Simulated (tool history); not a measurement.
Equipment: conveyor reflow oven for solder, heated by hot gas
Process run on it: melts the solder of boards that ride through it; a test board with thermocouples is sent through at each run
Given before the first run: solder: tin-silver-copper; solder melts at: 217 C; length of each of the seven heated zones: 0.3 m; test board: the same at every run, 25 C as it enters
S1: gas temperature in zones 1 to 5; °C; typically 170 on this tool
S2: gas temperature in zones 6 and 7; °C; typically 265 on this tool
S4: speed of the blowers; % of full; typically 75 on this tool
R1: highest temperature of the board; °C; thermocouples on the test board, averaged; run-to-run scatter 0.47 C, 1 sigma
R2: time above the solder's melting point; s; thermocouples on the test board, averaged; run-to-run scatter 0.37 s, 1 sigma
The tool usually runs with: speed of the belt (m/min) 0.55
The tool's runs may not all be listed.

run 1 hour=0 | S1=170 S2=265 speed_of_the_belt_(m/min)=0.55 S4=75 | R1=248.1 R2=45.2
run 2 hour=29.1 | S1=170 S2=265 speed_of_the_belt_(m/min)=0.55 S4=75 | R1=248.4 R2=44.5
run 3 hour=47.5 | S1=170 S2=265 speed_of_the_belt_(m/min)=0.55 S4=75 | R1=247.2 R2=44.4
-- hour=76.4 flux residue cleaned out of gas plates and filters
run 4 hour=89.1 | S1=170 S2=265 speed_of_the_belt_(m/min)=0.55 S4=75 | R1=248.3 R2=45.6
run 5 hour=118.2 | S1=170 S2=265 speed_of_the_belt_(m/min)=0.636 S4=75 | R1=243.6 R2=34.7
run 6 hour=156 | S1=170 S2=265 speed_of_the_belt_(m/min)=0.55 S4=75 | R1=248.4 R2=45.3
run 7 hour=184.7 | S1=170 S2=259 speed_of_the_belt_(m/min)=0.55 S4=75 | R1=242.6 R2=41.9
run 8 hour=214.9 | S1=170 S2=265 speed_of_the_belt_(m/min)=0.492 S4=75 | R1=250.9 R2=54.3
run 9 hour=250.3 | S1=170 S2=253 speed_of_the_belt_(m/min)=0.55 S4=75 | R1=237.1 R2=36.5
run 10 hour=278.8 | S1=170 S2=253 speed_of_the_belt_(m/min)=0.55 S4=75 | R1=237.7 R2=36.7
run 11 hour=304.1 | S1=170 S2=253 speed_of_the_belt_(m/min)=0.55 S4=75 | R1=237.8 R2=36.4
run 12 hour=341.2 | S1=170 S2=253 speed_of_the_belt_(m/min)=0.55 S4=75 | R1=237.5 R2=35.7
-- hour=351.5 flux residue cleaned out of gas plates and filters
run 13 hour=372.8 | S1=170 S2=253 speed_of_the_belt_(m/min)=0.55 S4=76 | R1=238.9 R2=37.3
run 14 hour=401.4 | S1=170 S2=253 speed_of_the_belt_(m/min)=0.55 S4=76 | R1=238.1 R2=37.3
run 15 hour=443.2 | S1=170 S2=253 speed_of_the_belt_(m/min)=0.55 S4=76 | R1=238.2 R2=37.2
run 16 hour=475.3 | S1=170 S2=265 speed_of_the_belt_(m/min)=0.485 S4=53 | R1=247.1 R2=50
run 17 hour=500.9 | S1=170 S2=264 speed_of_the_belt_(m/min)=0.574 S4=61 | R1=242.6 R2=37.6
run 18 hour=532.6 | S1=178 S2=265 speed_of_the_belt_(m/min)=0.509 S4=75 | R1=251.1 R2=54.5
run 19 hour=560.2 | S1=170 S2=265 speed_of_the_belt_(m/min)=0.55 S4=74 | R1=247.1 R2=44.7
run 20 hour=581.1 | S1=180 S2=256 speed_of_the_belt_(m/min)=0.476 S4=74 | R1=245.3 R2=55.2
run 21 hour=605.6 | S1=170 S2=258 speed_of_the_belt_(m/min)=0.55 S4=60 | R1=238.3 R2=36.4
-- hour=624.3 flux residue cleaned out of gas plates and filters
run 22 hour=641.8 | S1=170 S2=258 speed_of_the_belt_(m/min)=0.55 S4=60 | R1=238.8 R2=37.3
run 23 hour=676.9 | S1=170 S2=265 speed_of_the_belt_(m/min)=0.55 S4=55 | R1=243.8 R2=40.2
run 24 hour=697.4 | S1=184 S2=278 speed_of_the_belt_(m/min)=0.452 S4=53 | R1=262.7 R2=70.2
run 25 hour=740.2 | S1=175 S2=257 speed_of_the_belt_(m/min)=0.505 S4=52 | R1=240.5 R2=43.2
run 26 hour=784.7 | S1=185 S2=257 speed_of_the_belt_(m/min)=0.519 S4=54 | R1=241.3 R2=47.3
run 27 hour=821.8 | S1=170 S2=265 speed_of_the_belt_(m/min)=0.55 S4=73 | R1=247.1 R2=43.8
run 28 hour=862.9 | S1=182 S2=265 speed_of_the_belt_(m/min)=0.588 S4=62 | R1=243.8 R2=41.7
run 29 hour=890.8 | S1=182 S2=265 speed_of_the_belt_(m/min)=0.588 S4=62 | R1=245.1 R2=41.9
-- hour=899.6 flux residue cleaned out of gas plates and filters
run 30 hour=915.6 | S1=182 S2=265 speed_of_the_belt_(m/min)=0.588 S4=62 | R1=245 R2=43.5

Selected run-to-run steps in R1, each split into two signed amounts: the part the tool would show with no hidden state at all (from settings, incoming material and random variation), and the remainder, which goes to the hidden state together with any gauge scatter not common to the measured and the hidden-state-free results:
Hidden state present: heat that the gas passes to the board, % of a clean oven's; belt's true speed, % of the reading; true gas temperature in zones 6 and 7 over the reading, C; drift of the gauge itself on peak_c, C; drift of the gauge itself on liquid_s, %.
Run 3 -> 4: flux residue cleaned out of gas plates and filters. R1 +1.1 °C: hidden state +0.9, all else +0.2.
Run 8 -> 9: S2 265 -> 253, speed of the belt (m/min) 0.492 -> 0.55. R1 -13.8 °C: hidden state -0.1, all else -13.7.
Run 12 -> 13: S4 75 -> 76, flux residue cleaned out of gas plates and filters. R1 +1.4 °C: hidden state +0.7, all else +0.7.
Run 23 -> 24: S1 170 -> 184, S2 265 -> 278, speed of the belt (m/min) 0.55 -> 0.452, S4 55 -> 53. R1 +18.9 °C: hidden state -0.1, all else +19.
Run 24 -> 25: S1 184 -> 175, S2 278 -> 257, speed of the belt (m/min) 0.452 -> 0.505, S4 53 -> 52. R1 -22.2 °C: hidden state -0.2, all else -22.
Run 29 -> 30: flux residue cleaned out of gas plates and filters. R1 -0.1 °C: hidden state +0.8, all else -0.9.

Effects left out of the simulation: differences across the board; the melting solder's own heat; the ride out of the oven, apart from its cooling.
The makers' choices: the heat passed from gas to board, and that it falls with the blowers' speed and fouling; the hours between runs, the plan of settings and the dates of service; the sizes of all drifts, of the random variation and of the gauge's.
